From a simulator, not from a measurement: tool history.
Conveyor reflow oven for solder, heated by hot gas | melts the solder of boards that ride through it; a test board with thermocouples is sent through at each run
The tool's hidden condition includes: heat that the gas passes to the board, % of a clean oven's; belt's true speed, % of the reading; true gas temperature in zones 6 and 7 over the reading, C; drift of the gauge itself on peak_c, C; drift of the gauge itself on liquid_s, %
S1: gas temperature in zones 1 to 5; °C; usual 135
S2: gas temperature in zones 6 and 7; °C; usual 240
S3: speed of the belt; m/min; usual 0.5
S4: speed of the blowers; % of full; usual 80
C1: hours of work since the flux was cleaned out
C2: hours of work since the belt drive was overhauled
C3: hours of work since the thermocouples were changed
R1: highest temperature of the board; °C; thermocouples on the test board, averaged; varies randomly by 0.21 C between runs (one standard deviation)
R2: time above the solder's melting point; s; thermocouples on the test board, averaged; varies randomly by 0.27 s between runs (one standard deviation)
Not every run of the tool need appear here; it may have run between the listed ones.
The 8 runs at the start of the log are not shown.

run,hour,S1,S2,S3,S4,C1,C2,C3,R1,R2
9,186.3,135,233,0.5,80,134,579,169,217.1,62.8
10,214.5,135,233,0.5,80,149,593,184,216.6,62.1
11,232.2,135,233,0.5,80,158,603,193,216.4,62.4
12,249,135,233,0.5,80,167,611,202,216.5,62.3
13,265.3,135,233,0.5,80,175,620,210,216.9,62.5
14,290.6,135,233,0.5,80,189,633,224,216.9,62.5
15,324.2,135,233,0.5,80,206,651,241,216.6,62.7
# hour 353.3: flux residue cleaned out of gas plates and filters
16,355.9,135,233,0.5,80,1,665,255,218.7,64.1
17,384.2,139,233,0.472,80,16,679,270,220.4,71.9
18,405,126,240,0.418,64,27,690,281,226.3,81.1
19,436.4,139,240,0.5,80,43,707,297,225.1,70.8
20,464.6,138,240,0.487,80,58,721,312,225.5,72.7
21,491,140,244,0.5,80,72,735,326,228.7,73.7
22,523.3,142,240,0.563,80,89,752,343,221.2,60.7
23,551.9,135,240,0.498,80,104,767,358,224.2,69
24,576.9,135,240,0.498,80,117,780,371,223.6,69.5
25,593.7,135,240,0.498,80,126,789,380,224,68.7
26,612.9,144,240,0.498,80,136,799,390,225.5,73.1
27,629.1,136,240,0.5,80,144,807,398,223.9,69
28,646.2,128,240,0.5,80,153,816,407,222.2,64.9
29,678.1,139,240,0.5,80,170,833,424,224.2,70.7
30,698.4,130,253,0.478,80,180,844,434,235.9,78.1

Consider 4 possible next runs. They are alternatives, not a sequence: every one starts from the tool as it was left by run 30. What does each give?
A,730.8,130,255,0.478,89,197,861,451,?,?
B,730.8,130,241,0.488,53,197,861,451,?,?
C,730.8,135,255,0.5,80,197,861,451,?,?
D,730.8,140,240,0.542,53,197,861,451,?,?

run,R1,R2
A,239,80.2
B,219.7,64.2
C,236.3,77
D,216.6,58.2
With no hidden state in the tool, these same runs would have given:
run,R1,R2
A,239.4,78.4
B,219.7,62.7
C,236.7,75.2
D,216.7,57

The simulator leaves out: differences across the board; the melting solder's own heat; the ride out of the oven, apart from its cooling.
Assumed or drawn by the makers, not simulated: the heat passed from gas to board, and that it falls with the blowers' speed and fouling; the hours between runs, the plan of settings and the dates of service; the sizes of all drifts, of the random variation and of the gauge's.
